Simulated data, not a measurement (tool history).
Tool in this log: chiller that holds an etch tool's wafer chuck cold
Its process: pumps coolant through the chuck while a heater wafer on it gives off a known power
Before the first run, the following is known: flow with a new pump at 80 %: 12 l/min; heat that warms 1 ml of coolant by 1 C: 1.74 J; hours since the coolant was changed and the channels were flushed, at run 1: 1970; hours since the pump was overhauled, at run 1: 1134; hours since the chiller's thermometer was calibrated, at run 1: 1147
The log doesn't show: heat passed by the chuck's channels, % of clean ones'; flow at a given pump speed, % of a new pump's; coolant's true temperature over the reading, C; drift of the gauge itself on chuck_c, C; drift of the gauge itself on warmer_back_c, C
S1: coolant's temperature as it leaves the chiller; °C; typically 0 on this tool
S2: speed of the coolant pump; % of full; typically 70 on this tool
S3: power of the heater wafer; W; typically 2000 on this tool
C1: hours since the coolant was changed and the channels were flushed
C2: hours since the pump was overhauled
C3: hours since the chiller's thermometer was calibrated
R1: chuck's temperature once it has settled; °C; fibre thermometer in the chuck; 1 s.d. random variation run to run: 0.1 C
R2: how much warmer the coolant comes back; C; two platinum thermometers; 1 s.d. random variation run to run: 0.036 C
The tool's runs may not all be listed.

{"run": 1, "day": 0.0, "S1": 0, "S2": 70, "S3": 2000, "C1": 1970, "C2": 1134, "C3": 1147, "R1": 24.1, "R2": 6.65}
{"run": 2, "day": 2.108, "S1": 0, "S2": 70, "S3": 2000, "C1": 2021, "C2": 1185, "C3": 1198, "R1": 24, "R2": 6.66}
{"run": 3, "day": 5.333, "S1": 0, "S2": 70, "S3": 2000, "C1": 2098, "C2": 1262, "C3": 1275, "R1": 24, "R2": 6.63}
{"run": 4, "day": 7.575, "S1": 0, "S2": 70, "S3": 2000, "C1": 2152, "C2": 1316, "C3": 1329, "R1": 24.1, "R2": 6.66}
{"run": 5, "day": 10.729, "S1": 0, "S2": 70, "S3": 2000, "C1": 2228, "C2": 1392, "C3": 1405, "R1": 24.2, "R2": 6.67}
{"run": 6, "day": 14.375, "S1": 0, "S2": 67, "S3": 2000, "C1": 2315, "C2": 1479, "C3": 1492, "R1": 25, "R2": 7}
{"run": 7, "day": 17.421, "S1": 2, "S2": 70, "S3": 2000, "C1": 2388, "C2": 1552, "C3": 1565, "R1": 26.2, "R2": 6.64}
{"run": 8, "day": 19.808, "S1": 2, "S2": 70, "S3": 2000, "C1": 2446, "C2": 1610, "C3": 1623, "R1": 26.2, "R2": 6.67}
{"run": 9, "day": 21.371, "S1": 0, "S2": 62, "S3": 2000, "C1": 2483, "C2": 1647, "C3": 1660, "R1": 27.1, "R2": 7.51}
{"run": 10, "day": 23.346, "S1": 0, "S2": 62, "S3": 2000, "C1": 2531, "C2": 1695, "C3": 1708, "R1": 27.1, "R2": 7.55}
{"run": 11, "day": 26.5, "S1": -7, "S2": 70, "S3": 2000, "C1": 2606, "C2": 1770, "C3": 1783, "R1": 17.4, "R2": 6.72}
{"run": 12, "day": 29.904, "S1": -7, "S2": 70, "S3": 2000, "C1": 2688, "C2": 1852, "C3": 1865, "R1": 17.4, "R2": 6.74}
{"run": 13, "day": 33.442, "S1": -7, "S2": 70, "S3": 2000, "C1": 2773, "C2": 1937, "C3": 1950, "R1": 17.8, "R2": 6.85}
{"run": 14, "day": 35.842, "S1": -7, "S2": 70, "S3": 2000, "C1": 2831, "C2": 1995, "C3": 2007, "R1": 17.6, "R2": 6.74}
{"day": 37.746, "done": "chiller's thermometer calibrated"}
{"run": 15, "day": 39.192, "S1": 0, "S2": 70, "S3": 2958, "C1": 2910, "C2": 2074, "C3": 35, "R1": 36.3, "R2": 9.94}
{"run": 16, "day": 41.65, "S1": 0, "S2": 70, "S3": 2958, "C1": 2969, "C2": 2133, "C3": 94, "R1": 36.3, "R2": 9.88}
{"run": 17, "day": 45.346, "S1": -4, "S2": 65, "S3": 1797, "C1": 3058, "C2": 2222, "C3": 182, "R1": 19.5, "R2": 6.46}
{"run": 18, "day": 47.567, "S1": 1, "S2": 74, "S3": 2202, "C1": 3111, "C2": 2275, "C3": 236, "R1": 27, "R2": 6.97}
{"day": 47.933, "done": "coolant pump overhauled"}
{"run": 19, "day": 50.292, "S1": 6, "S2": 61, "S3": 2000, "C1": 3171, "C2": 57, "C3": 296, "R1": 34.1, "R2": 7.79}
{"run": 20, "day": 51.829, "S1": 6, "S2": 61, "S3": 2000, "C1": 3208, "C2": 94, "C3": 333, "R1": 34.3, "R2": 7.78}
{"run": 21, "day": 53.475, "S1": 6, "S2": 61, "S3": 2000, "C1": 3248, "C2": 133, "C3": 372, "R1": 34.3, "R2": 7.79}
{"run": 22, "day": 55.929, "S1": -5, "S2": 68, "S3": 1190, "C1": 3307, "C2": 192, "C3": 431, "R1": 10.4, "R2": 4.25}
{"run": 23, "day": 59.146, "S1": -5, "S2": 68, "S3": 1190, "C1": 3384, "C2": 269, "C3": 509, "R1": 10.4, "R2": 4.2}
{"run": 24, "day": 61.704, "S1": -5, "S2": 68, "S3": 1190, "C1": 3445, "C2": 331, "C3": 570, "R1": 10.5, "R2": 4.15}
{"run": 25, "day": 65.179, "S1": -5, "S2": 68, "S3": 1190, "C1": 3529, "C2": 414, "C3": 653, "R1": 10.4, "R2": 4.22}
{"day": 67.646, "done": "coolant pump overhauled, once more"}
{"run": 26, "day": 67.954, "S1": -5, "S2": 68, "S3": 1190, "C1": 3590, "C2": 7, "C3": 715, "R1": 10.1, "R2": 3.97}
{"run": 27, "day": 71.483, "S1": 4, "S2": 88, "S3": 1655, "C1": 3675, "C2": 92, "C3": 800, "R1": 20.9, "R2": 4.37}
{"run": 28, "day": 73.246, "S1": -3, "S2": 84, "S3": 2823, "C1": 3717, "C2": 134, "C3": 842, "R1": 26.6, "R2": 7.82}
{"run": 29, "day": 75.379, "S1": 8, "S2": 80, "S3": 1038, "C1": 3768, "C2": 186, "C3": 893, "R1": 19.5, "R2": 2.98}
{"run": 30, "day": 78.908, "S1": 8, "S2": 80, "S3": 1038, "C1": 3853, "C2": 270, "C3": 978, "R1": 19.6, "R2": 2.93}
{"run": 31, "day": 81.862, "S1": -8, "S2": 72, "S3": 2000, "C1": 3924, "C2": 341, "C3": 1049, "R1": 16.2, "R2": 6.42}
{"run": 32, "day": 84.583, "S1": -5, "S2": 97, "S3": 1078, "C1": 3989, "C2": 406, "C3": 1114, "R1": 5.1, "R2": 2.63}

The logged runs with the hidden state left out (each run's random variation unchanged):
run=1 R1=22.9 R2=6.58
run=2 R1=22.7 R2=6.59
run=3 R1=22.6 R2=6.56
run=4 R1=22.7 R2=6.58
run=5 R1=22.7 R2=6.58
run=6 R1=23.4 R2=6.9
run=7 R1=24.6 R2=6.53
run=8 R1=24.5 R2=6.55
run=9 R1=25.3 R2=7.38
run=10 R1=25.2 R2=7.42
run=11 R1=15.6 R2=6.6
run=12 R1=15.5 R2=6.61
run=13 R1=15.8 R2=6.71
run=14 R1=15.6 R2=6.59
run=15 R1=33.5 R2=9.72
run=16 R1=33.5 R2=9.65
run=17 R1=17.6 R2=6.3
run=18 R1=24.9 R2=6.79
run=19 R1=31.5 R2=7.5
run=20 R1=31.6 R2=7.49
run=21 R1=31.6 R2=7.49
run=22 R1=8.8 R2=4.09
run=23 R1=8.8 R2=4.03
run=24 R1=8.8 R2=3.98
run=25 R1=8.7 R2=4.04
run=26 R1=8.9 R2=3.96
run=27 R1=19.5 R2=4.36
run=28 R1=24.3 R2=7.79
run=29 R1=18.5 R2=2.97
run=30 R1=18.5 R2=2.92
run=31 R1=14 R2=6.38
run=32 R1=4 R2=2.61
